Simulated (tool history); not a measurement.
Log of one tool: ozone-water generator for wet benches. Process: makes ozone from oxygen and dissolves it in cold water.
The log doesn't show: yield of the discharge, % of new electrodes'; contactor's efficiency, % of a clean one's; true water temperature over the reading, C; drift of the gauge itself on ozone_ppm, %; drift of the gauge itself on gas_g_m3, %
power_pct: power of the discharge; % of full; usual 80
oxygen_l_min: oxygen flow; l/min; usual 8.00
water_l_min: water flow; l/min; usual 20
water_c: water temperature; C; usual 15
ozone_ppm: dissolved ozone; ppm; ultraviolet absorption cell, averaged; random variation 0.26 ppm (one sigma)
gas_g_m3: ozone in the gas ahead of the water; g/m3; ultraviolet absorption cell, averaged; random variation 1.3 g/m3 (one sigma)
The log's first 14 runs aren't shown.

| run | hour | power_pct | oxygen_l_min | water_l_min | water_c | hours of work since the electrodes were changed | hours of work since the contactor was cleaned | hours of work since the thermometer was calibrated | ozone_ppm | gas_g_m3 |
|---|---|---|---|---|---|---|---|---|---|---|
| 15 | 588.2 | 80 | 4.47 | 20 | 15 | 2404 | 1658 | 2090 | 35.9 | 314.4 |
| 16 | 644.5 | 80 | 4.47 | 20 | 15 | 2449 | 1703 | 2135 | 36.1 | 315.8 |
| 17 | 688.1 | 80 | 4.47 | 20 | 15 | 2484 | 1738 | 2170 | 35.4 | 314.3 |
| 18 | 748.5 | 80 | 13.74 | 20 | 15 | 2533 | 1786 | 2219 | 32.6 | 170.9 |
| 19 | 799.0 | 80 | 13.74 | 20 | 14 | 2573 | 1827 | 2259 | 33.6 | 171.0 |
|  | 802.5 | water thermometer calibrated |
| 20 | 829.8 | 80 | 13.74 | 20 | 14 | 2597 | 1851 | 22 | 33.2 | 171.1 |
| 21 | 889.2 | 87 | 13.74 | 25 | 14 | 2645 | 1899 | 69 | 31.2 | 181.5 |
| 22 | 923.9 | 71 | 13.74 | 25 | 9 | 2673 | 1926 | 97 | 29.2 | 153.4 |
| 23 | 987.6 | 53 | 9.16 | 13 | 8 | 2724 | 1977 | 148 | 36.2 | 150.4 |
|  | 1010.0 | water thermometer calibrated, once more |
| 24 | 1030.6 | 80 | 4.16 | 20 | 19 | 2758 | 2011 | 16 | 33.2 | 325.3 |
| 25 | 1074.8 | 57 | 4.16 | 20 | 8 | 2793 | 2047 | 52 | 28.9 | 243.0 |

Run 26 comes next. What will it give?
| 26 | 1123.6 | 62 | 6.04 | 28 | 22 | 2832 | 2086 | 91 | ? | ? |

ozone_ppm: 19.9 ppm
gas_g_m3: 213.0 g/m3
Without the tool's hidden state the same run would have given ozone_ppm 21.9 ppm, gas_g_m3 230.4 g/m3.

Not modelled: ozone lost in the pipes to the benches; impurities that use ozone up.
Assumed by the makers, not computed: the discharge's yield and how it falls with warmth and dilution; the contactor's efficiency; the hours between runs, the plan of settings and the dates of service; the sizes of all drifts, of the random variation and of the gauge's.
